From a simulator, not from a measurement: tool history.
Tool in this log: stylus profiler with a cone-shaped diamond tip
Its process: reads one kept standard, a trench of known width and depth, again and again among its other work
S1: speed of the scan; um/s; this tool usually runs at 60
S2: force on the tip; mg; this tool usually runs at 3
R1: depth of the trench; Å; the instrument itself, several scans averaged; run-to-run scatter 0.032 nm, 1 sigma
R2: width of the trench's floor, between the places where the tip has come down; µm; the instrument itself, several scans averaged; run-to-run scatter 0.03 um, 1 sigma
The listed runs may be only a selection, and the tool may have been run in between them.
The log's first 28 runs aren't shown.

run,day,S1,S2,R1,R2
29,123.692,35,2.07,1007.7,98.45
30,129.321,33,3.8,1011,98.56
31,134.083,64,2.4,1008.8,98.35
32,139.146,37,2.76,1009.2,98.5
33,144.588,37,2.76,1008.6,98.5
34,149.517,26,6.32,1016,98.58
35,153.088,26,6.32,1015.9,98.62
36,156.371,56,1.83,1006.7,98.3
37,159.483,110,5,1014.2,98.21
38,162.792,48,5.39,1014.4,98.51
39,165.517,28,2.32,1007.8,98.51
40,170.183,20,5.95,1015.4,98.64
# day 171.479: height scale calibrated on a step standard
41,172.783,218,1.77,1007.3,97.11
# day 173.788: new tip fitted, height scale calibrated
42,175.996,218,1.77,1006.7,97.16
43,180.95,47,6.26,1015.5,98.58
44,184.012,29,7.65,1018.6,98.64
45,189.742,29,7.65,1018.3,98.62
46,192.533,60,5.98,1015.3,98.47
47,197.675,108,8.76,1019.9,98.38

What if the next run were any one of these 3? Each begins from the tool's condition after run 47:
A,203.167,60,3.12,?,?
B,203.167,40,5.75,?,?
C,203.167,21,4.96,?,?

run,R1,R2
A,1010.4,98.31
B,1014.7,98.59
C,1013.7,98.63
Stripped of hidden state, with their random variation kept, the same runs would have yielded:
run,R1,R2
A,1010.5,98.32
B,1014.8,98.6
C,1013.8,98.65
